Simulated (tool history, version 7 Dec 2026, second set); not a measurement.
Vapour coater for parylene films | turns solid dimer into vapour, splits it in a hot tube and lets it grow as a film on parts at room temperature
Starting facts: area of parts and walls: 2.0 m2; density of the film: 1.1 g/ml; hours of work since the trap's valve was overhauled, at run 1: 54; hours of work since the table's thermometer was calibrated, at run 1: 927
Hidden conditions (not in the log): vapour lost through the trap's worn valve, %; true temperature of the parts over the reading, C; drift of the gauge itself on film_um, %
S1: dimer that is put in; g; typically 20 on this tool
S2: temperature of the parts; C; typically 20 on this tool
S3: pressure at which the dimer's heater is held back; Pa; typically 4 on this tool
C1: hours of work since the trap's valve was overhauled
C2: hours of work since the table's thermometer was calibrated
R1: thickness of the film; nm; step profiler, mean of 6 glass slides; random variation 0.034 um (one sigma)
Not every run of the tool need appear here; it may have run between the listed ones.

run 1 hour=0 | S1=20 S2=20 S3=4 | C1=54 C2=927 | R1=6950
run 2 hour=32.9 | S1=20 S2=20 S3=4 | C1=76 C2=949 | R1=6980
run 3 hour=79 | S1=20 S2=20 S3=4 | C1=107 C2=980 | R1=6910
run 4 hour=134 | S1=33 S2=20 S3=4 | C1=144 C2=1017 | R1=11410
run 5 hour=198.9 | S1=33 S2=20 S3=4 | C1=187 C2=1060 | R1=11440
run 6 hour=254.8 | S1=33 S2=20 S3=4 | C1=224 C2=1097 | R1=11250
run 7 hour=310.3 | S1=20 S2=16 S3=4 | C1=261 C2=1135 | R1=8030
run 8 hour=357.2 | S1=20 S2=16 S3=4 | C1=293 C2=1166 | R1=8030
run 9 hour=419.9 | S1=20 S2=16 S3=4 | C1=334 C2=1208 | R1=7910
run 10 hour=465.6 | S1=20 S2=16 S3=4 | C1=365 C2=1238 | R1=8020
run 11 hour=509 | S1=20 S2=20 S3=4 | C1=394 C2=1267 | R1=6670
run 12 hour=550 | S1=20 S2=12 S3=4 | C1=421 C2=1295 | R1=8190
run 13 hour=593.1 | S1=20 S2=12 S3=4 | C1=450 C2=1323 | R1=8150
-- hour=617.6 trap's valve overhauled
run 14 hour=630.3 | S1=20 S2=25 S3=4.19 | C1=8 C2=1345 | R1=5790
run 15 hour=697.3 | S1=20 S2=26 S3=4.58 | C1=53 C2=1390 | R1=5390
run 16 hour=736.4 | S1=25 S2=22 S3=3.12 | C1=79 C2=1416 | R1=8600

What does the tool deliver on the next run?
run 17 hour=779.7 | S1=25 S2=22 S3=5.64 | C1=108 C2=1445 | R1=?

{"run 17": {"R1": 7620}}
With no hidden state in the tool, this same run would have given R1 7340 nm.
